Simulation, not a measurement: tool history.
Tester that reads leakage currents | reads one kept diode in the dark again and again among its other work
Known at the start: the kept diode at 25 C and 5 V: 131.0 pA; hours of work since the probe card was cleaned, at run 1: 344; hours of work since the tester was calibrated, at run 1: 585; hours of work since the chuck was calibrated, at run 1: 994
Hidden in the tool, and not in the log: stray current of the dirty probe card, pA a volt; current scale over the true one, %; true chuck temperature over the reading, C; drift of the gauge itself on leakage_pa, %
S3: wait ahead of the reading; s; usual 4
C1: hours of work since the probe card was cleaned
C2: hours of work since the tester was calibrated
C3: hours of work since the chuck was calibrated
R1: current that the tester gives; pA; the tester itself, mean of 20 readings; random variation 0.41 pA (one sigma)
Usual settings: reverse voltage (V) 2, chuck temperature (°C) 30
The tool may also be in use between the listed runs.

Run 1, hour 0: usual settings; C1 344; C2 585; C3 994. Result: R1 127.03 pA.
Run 2, hour 39: usual settings; C1 363; C2 604; C3 1013. Result: R1 127.81 pA.
Run 3, hour 87.6: usual settings; C1 388; C2 628; C3 1038. Result: R1 127.59 pA.
Run 4, hour 155.1: usual settings; C1 421; C2 662; C3 1071. Result: R1 127.45 pA.
Run 5, hour 190.4: usual settings; C1 439; C2 679; C3 1089. Result: R1 127.28 pA.
Run 6, hour 238.1: usual settings but reverse voltage (V) 11.94; C1 463; C2 703; C3 1113. Result: R1 263.79 pA.
Run 7, hour 294.1: usual settings but reverse voltage (V) 18.4; C1 491; C2 731; C3 1141. Result: R1 314.07 pA.
Run 8, hour 330.9: usual settings but reverse voltage (V) 18.4; C1 509; C2 749; C3 1159. Result: R1 316.04 pA.
Run 9, hour 368.5: usual settings but reverse voltage (V) 18.4; C1 528; C2 768; C3 1178. Result: R1 314.78 pA.
Run 10, hour 405.8: usual settings but reverse voltage (V) 9.84; C1 546; C2 787; C3 1196. Result: R1 242.69 pA.
Run 11, hour 440: usual settings but reverse voltage (V) 9.84, chuck temperature (°C) 32; C1 563; C2 804; C3 1213. Result: R1 283.14 pA.
Run 12, hour 469.6: usual settings but reverse voltage (V) 9.84, chuck temperature (°C) 35; C1 578; C2 819; C3 1228. Result: R1 354.94 pA.
Run 13, hour 527.9: usual settings but reverse voltage (V) 9.85; C1 607; C2 848; C3 1257. Result: R1 242.15 pA.
Run 14, hour 587.2: usual settings but reverse voltage (V) 17.14; C1 637; C2 877; C3 1287. Result: R1 306.01 pA.
Run 15, hour 646.8: usual settings; C1 666; C2 907; C3 1316. Result: R1 126.08 pA.
Run 16, hour 685.8: usual settings; C1 686; C2 926; C3 1336. Result: R1 126.18 pA.
Run 17, hour 740.4: usual settings but S3 0.36 s; C1 713; C2 954; C3 1363. Result: R1 126.2 pA.
Run 18, hour 802.1: usual settings but S3 0.36 s; C1 744; C2 984; C3 1394. Result: R1 126.23 pA.
Run 19, hour 858.5: usual settings but S3 0.36 s; C1 772; C2 1013; C3 1422. Result: R1 125.97 pA.

Run 20 comes next. What will it give?
Run 20, hour 905.6: usual settings but S3 1.72 s; C1 796; C2 1036; C3 1445. Result: R1 ?.

Run 20 gave R1 125.78 pA.
Without the tool's hidden state the same run would have given R1 135.93 pA.
